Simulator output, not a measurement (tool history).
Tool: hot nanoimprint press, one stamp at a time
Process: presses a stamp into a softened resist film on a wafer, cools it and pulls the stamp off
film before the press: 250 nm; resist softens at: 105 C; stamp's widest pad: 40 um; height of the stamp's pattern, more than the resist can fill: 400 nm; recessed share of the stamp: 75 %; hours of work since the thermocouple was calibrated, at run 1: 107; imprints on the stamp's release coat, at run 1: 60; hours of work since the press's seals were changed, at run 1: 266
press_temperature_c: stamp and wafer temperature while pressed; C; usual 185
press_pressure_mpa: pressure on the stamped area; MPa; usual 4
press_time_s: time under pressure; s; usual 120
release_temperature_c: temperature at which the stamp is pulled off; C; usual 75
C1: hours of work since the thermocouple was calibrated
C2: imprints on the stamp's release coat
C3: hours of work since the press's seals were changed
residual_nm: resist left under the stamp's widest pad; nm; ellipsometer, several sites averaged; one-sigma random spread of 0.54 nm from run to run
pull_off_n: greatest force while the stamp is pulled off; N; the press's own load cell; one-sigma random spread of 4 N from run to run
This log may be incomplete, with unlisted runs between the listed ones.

{"run": 1, "hour": 0.0, "press_temperature_c": 185, "press_pressure_mpa": 4, "press_time_s": 120, "release_temperature_c": 75, "C1": 107, "C2": 60, "C3": 266, "residual_nm": 95.7, "pull_off_n": 198}
{"run": 2, "hour": 28.1, "press_temperature_c": 185, "press_pressure_mpa": 4, "press_time_s": 120, "release_temperature_c": 75, "C1": 126, "C2": 149, "C3": 286, "residual_nm": 96.6, "pull_off_n": 193}
{"run": 3, "hour": 61.0, "press_temperature_c": 185, "press_pressure_mpa": 4, "press_time_s": 120, "release_temperature_c": 75, "C1": 149, "C2": 253, "C3": 309, "residual_nm": 95.7, "pull_off_n": 193}
{"run": 4, "hour": 85.3, "press_temperature_c": 185, "press_pressure_mpa": 4, "press_time_s": 120, "release_temperature_c": 75, "C1": 166, "C2": 330, "C3": 326, "residual_nm": 95.6, "pull_off_n": 198}
{"run": 5, "hour": 126.2, "press_temperature_c": 185, "press_pressure_mpa": 4, "press_time_s": 120, "release_temperature_c": 75, "C1": 195, "C2": 459, "C3": 354, "residual_nm": 96.1, "pull_off_n": 197}
{"run": 6, "hour": 167.2, "press_temperature_c": 185, "press_pressure_mpa": 4, "press_time_s": 120, "release_temperature_c": 75, "C1": 224, "C2": 588, "C3": 383, "residual_nm": 97.3, "pull_off_n": 191}
{"run": 7, "hour": 198.6, "press_temperature_c": 185, "press_pressure_mpa": 4, "press_time_s": 120, "release_temperature_c": 77, "C1": 246, "C2": 687, "C3": 405, "residual_nm": 95.8, "pull_off_n": 190}
{"run": 8, "hour": 232.2, "press_temperature_c": 185, "press_pressure_mpa": 4, "press_time_s": 69, "release_temperature_c": 75, "C1": 269, "C2": 793, "C3": 429, "residual_nm": 121.4, "pull_off_n": 199}
{"run": 9, "hour": 261.7, "press_temperature_c": 185, "press_pressure_mpa": 4, "press_time_s": 69, "release_temperature_c": 75, "C1": 290, "C2": 886, "C3": 449, "residual_nm": 119.9, "pull_off_n": 198}
{"run": 10, "hour": 297.5, "press_temperature_c": 185, "press_pressure_mpa": 4, "press_time_s": 120, "release_temperature_c": 75, "C1": 315, "C2": 999, "C3": 475, "residual_nm": 96.1, "pull_off_n": 196}
{"run": 11, "hour": 318.1, "press_temperature_c": 185, "press_pressure_mpa": 4, "press_time_s": 120, "release_temperature_c": 72, "C1": 330, "C2": 1064, "C3": 489, "residual_nm": 96.1, "pull_off_n": 214}
{"run": 12, "hour": 335.5, "press_temperature_c": 195, "press_pressure_mpa": 4, "press_time_s": 120, "release_temperature_c": 75, "C1": 342, "C2": 1119, "C3": 501, "residual_nm": 69.1, "pull_off_n": 201}
{"run": 13, "hour": 374.0, "press_temperature_c": 195, "press_pressure_mpa": 4, "press_time_s": 120, "release_temperature_c": 75, "C1": 369, "C2": 1241, "C3": 528, "residual_nm": 70, "pull_off_n": 192}
{"hour": 399.0, "done": "stamp cleaned and given a new release coat"}
{"run": 14, "hour": 403.4, "press_temperature_c": 195, "press_pressure_mpa": 4, "press_time_s": 120, "release_temperature_c": 75, "C1": 385, "C2": 13, "C3": 545, "residual_nm": 70.6, "pull_off_n": 196}
{"run": 15, "hour": 436.8, "press_temperature_c": 195, "press_pressure_mpa": 4, "press_time_s": 120, "release_temperature_c": 75, "C1": 409, "C2": 119, "C3": 568, "residual_nm": 70.4, "pull_off_n": 187}
{"hour": 468.8, "done": "plate thermocouple calibrated"}
{"run": 16, "hour": 478.1, "press_temperature_c": 195, "press_pressure_mpa": 4, "press_time_s": 120, "release_temperature_c": 75, "C1": 6, "C2": 240, "C3": 595, "residual_nm": 69.7, "pull_off_n": 199}
{"run": 17, "hour": 511.8, "press_temperature_c": 195, "press_pressure_mpa": 2.56, "press_time_s": 109, "release_temperature_c": 68, "C1": 30, "C2": 346, "C3": 618, "residual_nm": 89.1, "pull_off_n": 221}
{"run": 18, "hour": 553.0, "press_temperature_c": 176, "press_pressure_mpa": 2.6, "press_time_s": 196, "release_temperature_c": 80, "C1": 59, "C2": 476, "C3": 647, "residual_nm": 128.1, "pull_off_n": 177}
{"run": 19, "hour": 580.3, "press_temperature_c": 197, "press_pressure_mpa": 5.22, "press_time_s": 79, "release_temperature_c": 67, "C1": 78, "C2": 562, "C3": 666, "residual_nm": 70.3, "pull_off_n": 206}
{"run": 20, "hour": 605.7, "press_temperature_c": 197, "press_pressure_mpa": 5.56, "press_time_s": 146, "release_temperature_c": 67, "C1": 96, "C2": 642, "C3": 684, "residual_nm": 51.3, "pull_off_n": 222}
{"hour": 616.9, "done": "press's hydraulic seals changed and the load cell set to zero"}
{"run": 21, "hour": 647.5, "press_temperature_c": 190, "press_pressure_mpa": 2.58, "press_time_s": 146, "release_temperature_c": 72, "C1": 120, "C2": 749, "C3": 21, "residual_nm": 90.7, "pull_off_n": 204}
{"run": 22, "hour": 682.3, "press_temperature_c": 191, "press_pressure_mpa": 4, "press_time_s": 160, "release_temperature_c": 66, "C1": 144, "C2": 859, "C3": 46, "residual_nm": 70.7, "pull_off_n": 230}
{"run": 23, "hour": 724.6, "press_temperature_c": 191, "press_pressure_mpa": 4, "press_time_s": 160, "release_temperature_c": 66, "C1": 174, "C2": 992, "C3": 75, "residual_nm": 69.1, "pull_off_n": 230}
{"run": 24, "hour": 753.8, "press_temperature_c": 185, "press_pressure_mpa": 3.16, "press_time_s": 120, "release_temperature_c": 75, "C1": 194, "C2": 1084, "C3": 96, "residual_nm": 106.8, "pull_off_n": 195}
{"run": 25, "hour": 782.6, "press_temperature_c": 196, "press_pressure_mpa": 6.2, "press_time_s": 117, "release_temperature_c": 75, "C1": 214, "C2": 1175, "C3": 116, "residual_nm": 55.6, "pull_off_n": 197}
{"run": 26, "hour": 812.0, "press_temperature_c": 196, "press_pressure_mpa": 6.2, "press_time_s": 117, "release_temperature_c": 75, "C1": 235, "C2": 1268, "C3": 137, "residual_nm": 55, "pull_off_n": 201}
{"hour": 828.1, "done": "stamp cleaned and given a new release coat"}
{"run": 27, "hour": 839.2, "press_temperature_c": 189, "press_pressure_mpa": 4.95, "press_time_s": 117, "release_temperature_c": 68, "C1": 250, "C2": 35, "C3": 152, "residual_nm": 78, "pull_off_n": 213}
{"run": 28, "hour": 868.1, "press_temperature_c": 185, "press_pressure_mpa": 2.82, "press_time_s": 120, "release_temperature_c": 70, "C1": 270, "C2": 126, "C3": 172, "residual_nm": 110.9, "pull_off_n": 213}
{"run": 29, "hour": 901.6, "press_temperature_c": 185, "press_pressure_mpa": 2.82, "press_time_s": 120, "release_temperature_c": 70, "C1": 294, "C2": 232, "C3": 195, "residual_nm": 112.5, "pull_off_n": 205}

Across each entry between runs, compare the hidden state at the last listed run before it with the hidden state at the first listed run after it:
After run 13, before run 14: stamp cleaned and given a new release coat (hour 399)
  grip of the stamp's worn release coat, % over a new coat's: 1.4 -> 0
After run 15, before run 16: plate thermocouple calibrated (hour 468.8)
  true temperature over the reading, C: -0.07 -> -0.01; grip of the stamp's worn release coat, % over a new coat's: 0.1 -> 0.3
After run 20, before run 21: press's hydraulic seals changed and the load cell set to zero (hour 616.9)
  true temperature over the reading, C: -0.02 -> -0.03; pressure that arrives at the usual setting, %: 99.92 -> 100.01; grip of the stamp's worn release coat, % over a new coat's: 0.7 -> 0.8
After run 26, before run 27: stamp cleaned and given a new release coat (hour 828.1)
  grip of the stamp's worn release coat, % over a new coat's: 1.4 -> 0

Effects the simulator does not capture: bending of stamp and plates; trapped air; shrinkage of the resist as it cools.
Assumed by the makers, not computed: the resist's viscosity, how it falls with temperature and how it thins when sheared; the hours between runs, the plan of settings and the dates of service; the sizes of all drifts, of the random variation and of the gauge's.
